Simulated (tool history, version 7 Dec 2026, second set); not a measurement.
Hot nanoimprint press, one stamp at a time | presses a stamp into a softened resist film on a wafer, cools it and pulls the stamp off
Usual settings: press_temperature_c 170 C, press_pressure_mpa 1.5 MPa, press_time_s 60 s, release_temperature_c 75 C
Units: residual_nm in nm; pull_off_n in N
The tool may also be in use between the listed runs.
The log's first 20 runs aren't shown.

| run | hour | press_temperature_c | press_pressure_mpa | press_time_s | release_temperature_c | residual_nm | pull_off_n |
|---|---|---|---|---|---|---|---|
| 21 | 383.3 | 170 | 1.51 | 31 | 75 | 144.5 | 121 |
| 22 | 398.8 | 170 | 1.5 | 42 | 75 | 130.5 | 123 |
| 23 | 412.2 | 170 | 1.5 | 42 | 75 | 130 | 121 |
| 24 | 438.1 | 170 | 1.91 | 60 | 79 | 102 | 115 |
| 25 | 462.7 | 170 | 1.56 | 60 | 76 | 111.9 | 120 |
| 26 | 483.5 | 170 | 1.56 | 60 | 76 | 112 | 114 |
| 27 | 505.9 | 159 | 1.05 | 60 | 76 | 186 | 119 |
| 28 | 529.6 | 173 | 1.5 | 60 | 75 | 101.6 | 119 |
| 29 | 549.2 | 174 | 1.5 | 30 | 79 | 126 | 110 |
| 30 | 563.2 | 174 | 1.5 | 30 | 79 | 126.7 | 117 |

4 ways to go on from here, each from the tool as it stands after run 30. What would each give?
| A | 582.5 | 170 | 2.3 | 78 | 82 | ? | ? |
| B | 582.5 | 159 | 1.5 | 34 | 77 | ? | ? |
| C | 582.5 | 170 | 1.5 | 91 | 75 | ? | ? |
| D | 582.5 | 172 | 1.5 | 40 | 65 | ? | ? |

| run | residual_nm | pull_off_n |
|---|---|---|
| A | 83.9 | 110 |
| B | 188.4 | 119 |
| C | 95.3 | 123 |
| D | 122 | 134 |
Without the tool's hidden state the same runs would have given:
| run | residual_nm | pull_off_n |
|---|---|---|
| A | 85.3 | 109 |
| B | 191.4 | 119 |
| C | 96.8 | 123 |
| D | 124 | 134 |
